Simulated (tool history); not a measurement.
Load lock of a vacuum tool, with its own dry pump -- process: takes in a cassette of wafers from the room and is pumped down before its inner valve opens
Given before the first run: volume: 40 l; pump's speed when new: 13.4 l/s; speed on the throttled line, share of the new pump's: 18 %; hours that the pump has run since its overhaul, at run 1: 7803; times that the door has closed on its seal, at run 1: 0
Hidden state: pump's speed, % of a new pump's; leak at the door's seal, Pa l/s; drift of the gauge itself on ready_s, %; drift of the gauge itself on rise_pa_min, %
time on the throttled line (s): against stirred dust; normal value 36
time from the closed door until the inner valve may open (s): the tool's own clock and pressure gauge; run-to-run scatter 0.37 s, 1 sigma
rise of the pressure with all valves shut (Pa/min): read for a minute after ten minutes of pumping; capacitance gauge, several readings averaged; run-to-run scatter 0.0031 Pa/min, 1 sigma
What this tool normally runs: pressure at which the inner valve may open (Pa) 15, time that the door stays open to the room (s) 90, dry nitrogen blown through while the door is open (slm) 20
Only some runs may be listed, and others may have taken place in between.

run     hour  time on the throttled line (s)  pressure at which the inner valve may open (Pa)  time that the door stays open to the room (s)  dry nitrogen blown through while the door is open (slm)  hours that the pump has run since its overhaul  times that the door has closed on its seal  incoming humidity of the room's air, %  time from the closed door until the inner valve may open (s)  rise of the pressure with all valves shut (Pa/min)
  1        0                              36                                               15                                             90                                                       20                                            7803                                           0                                    41.9                                                          56.8                                                0.05
  2    441.9                              58                                               15                                             90                                                       20                                            8245                                        1497                                    42.5                                                          75.4                                               0.053
  3    746.2                              58                                               15                                             90                                                       20                                            8549                                        2528                                    42.3                                                          74.5                                               0.066
  4    992.2                              36                                               15                                             37                                                       20                                            8795                                        3361                                      43                                                            58                                                0.05
  5   1419.2                              36                                               15                                             81                                                       20                                            9222                                        4807                                    44.6                                                          57.8                                               0.081
  6   1785.6                              36                                               20                                             90                                                       20                                            9588                                        6048                                    46.3                                                          55.9                                               0.094
  7   2047.1                              36                                               20                                             90                                                       20                                            9850                                        6934                                    46.4                                                          55.8                                               0.103
  8   2267.5                              36                                               20                                             90                                                       20                                           10070                                        7680                                    45.9                                                          55.9                                               0.101
  9     2694                              36                                               20                                             90                                                       20                                           10497                                        9125                                    45.8                                                          56.8                                               0.118
 10   2923.2                              36                                               20                                             90                                                       20                                           10726                                        9902                                    45.4                                                          57.3                                               0.121
 11   3220.1                              36                                               15                                             90                                                       20                                           11023                                       10907                                    43.1                                                          57.7                                               0.128
 12   3577.3                              36                                               15                                             90                                                       20                                           11380                                       12117                                    46.5                                                          57.9                                               0.149
 13   3875.9                              36                                               15                                             90                                                       20                                           11679                                       13129                                    47.1                                                          57.5                                               0.161
 14   4356.6                              36                                               15                                             90                                                       20                                           12159                                       14757                                    46.1                                                          57.7                                               0.182
 15   4785.3                              36                                               15                                             50                                                       20                                           12588                                       16209                                    46.8                                                          57.7                                               0.188
 16   5191.7                              36                                               15                                             90                                                       20                                           12994                                       17586                                    46.1                                                          58.4                                               0.217
 17   5498.8                              36                                               15                                             90                                                       20                                           13301                                       18626                                    45.3                                                          58.1                                               0.237
 18   5940.5                              36                                               22                                             90                                                       20                                           13743                                       20122                                    48.6                                                          56.3                                               0.263
 19   6372.1                              36                                               22                                             90                                                       20                                           14175                                       21584                                    44.8                                                          57.1                                               0.283
 20   6732.7                              36                                               22                                             90                                                       20                                           14535                                       22806                                    42.3                                                          56.6                                                 0.3
 21   7121.7                              36                                               20                                             90                                                       20                                           14924                                       24123                                      45                                                          56.5                                               0.327
 22   7437.7                              20                                               15                                             90                                                       20                                           15240                                       25194                                    45.9                                                          44.7                                               0.345
 23   7657.9                              19                                               18                                             80                                                       20                                           15461                                       25940                                    40.7                                                          43.4                                               0.352
      7953.5  -- door's seal changed, seat wiped
 24   7974.9                              19                                               16                                             80                                                        5                                           15776                                          72                                    45.8                                                            45                                               0.084
 25   8360.6                              48                                               19                                            144                                                        9                                           16162                                        1379                                    41.9                                                          66.5                                               0.096
 26   8577.1                              48                                               14                                            144                                                        5                                           16378                                        2112                                    42.3                                                          68.3                                               0.114
 27   8884.2                              36                                               10                                            232                                                        7                                           16685                                        3152                                    46.4                                                          59.9                                               0.157
 28     9192                              36                                               10                                            232                                                        7                                           16993                                        4195                                    46.5                                                          60.2                                               0.165
 29   9446.7                              36                                               17                                            232                                                        7                                           17248                                        5058                                    46.5                                                          57.9                                               0.177
 30   9844.2                              36                                               17                                            232                                                        7                                           17645                                        6404                                    46.5                                                          59.2                                                0.18
 31  10241.3                              66                                               13                                            232                                                        7                                           18042                                        7749                                    42.8                                                          83.5                                                0.18
 32  10588.6                              66                                               13                                             40                                                        7                                           18390                                        8926                                    42.5                                                          82.9                                               0.109
 33  11049.7                              66                                               13                                             40                                                        7                                           18851                                       10488                                    44.6                                                          83.5                                               0.131
 34  11429.1                              36                                               11                                             90                                                       36                                           19230                                       11773                                    44.8                                                          59.5                                               0.123
 35  11711.6                              36                                               15                                             36                                                       33                                           19513                                       12730                                      44                                                          58.8                                               0.121
 36  11977.6                              22                                               16                                            122                                                       19                                           19779                                       13631                                    43.7                                                          47.6                                               0.176
 37  12391.7                              22                                               16                                            122                                                       19                                           20193                                       15033                                    44.2                                                          47.4                                               0.187

Forecast each of these 3 alternatives for the next run:
  A  12819.8                              22                                               14                                            152                                                       18                                           20621                                       16484                                    44.8                                                             ?                                                   ?
  B  12819.8                              22                                               14                                             35                                                       19                                           20621                                       16484                                    45.2                                                             ?                                                   ?
  C  12819.8                              21                                               28                                             91                                                       19                                           20621                                       16484                                      47                                                             ?                                                   ?

run  time from the closed door until the inner valve may open (s)  rise of the pressure with all valves shut (Pa/min)
  A                                                          48.1                                               0.217
  B                                                          48.1                                               0.179
  C                                                          44.7                                               0.205
Stripped of hidden state, with their random variation kept, the same runs would have yielded:
run  time from the closed door until the inner valve may open (s)  rise of the pressure with all valves shut (Pa/min)
  A                                                          44.8                                               0.073
  B                                                          44.7                                               0.032
  C                                                          41.6                                               0.057
